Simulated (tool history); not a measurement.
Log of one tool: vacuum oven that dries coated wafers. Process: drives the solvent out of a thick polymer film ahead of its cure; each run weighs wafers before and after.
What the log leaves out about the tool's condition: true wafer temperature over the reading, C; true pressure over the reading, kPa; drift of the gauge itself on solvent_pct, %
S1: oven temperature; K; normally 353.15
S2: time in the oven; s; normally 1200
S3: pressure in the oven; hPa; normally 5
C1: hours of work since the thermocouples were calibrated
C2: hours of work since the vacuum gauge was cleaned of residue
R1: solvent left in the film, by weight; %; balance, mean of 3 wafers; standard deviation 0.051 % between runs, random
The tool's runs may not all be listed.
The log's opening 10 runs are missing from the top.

run	day	S1	S2	S3	C1	C2	R1
11	36.054	353.15	1200	19.83	106	2426	1.87
12	41.388	353.15	780	19.83	166	2485	2.73
# day 43.046: vacuum gauge cleaned of residue and calibrated
13	46.229	353.15	780	19.83	219	36	2.75
14	50.675	355.15	780	19.83	269	85	2.3
15	55.254	353.15	1200	5	320	136	0.79
16	60	353.15	1200	5	373	189	0.88
17	63.862	359.15	1200	3.65	416	232	0.46
18	67.338	347.15	1440	3.49	455	271	0.87
19	71.933	353.15	1200	5	506	323	0.82
20	75.638	353.15	1200	5	547	364	0.82
21	80.596	342.15	1260	5	603	419	1.97
22	83.158	362.15	1200	4.55	631	448	0.38
23	86.233	360.15	2160	2.76	666	482	0.14
24	90.7	360.15	2160	2.76	716	532	0.1
25	93.167	353.15	1200	12.28	743	560	1.3
26	95.446	353.15	1200	12.28	769	585	1.33
27	97.817	357.15	2040	12.85	795	612	0.84
28	100.567	357.15	2040	12.85	826	642	0.88
29	104.158	352.15	780	10.22	866	682	2.15
30	107.683	341.15	1140	4.05	905	722	2.31

Here are 4 independent what-if runs from the current tool condition. What would each one return?
A	112.171	341.15	1380	3.93	955	772	?
B	112.171	341.15	1200	5	955	772	?
C	112.171	344.15	1080	13.77	955	772	?
D	112.171	341.15	900	5.52	955	772	?

run	R1
A	1.67
B	2.15
C	2.78
D	3.16
Take away the tool's hidden state, keep each run's random variation, and the runs would have read:
run	R1
A	1.66
B	2.14
C	2.77
D	3.15
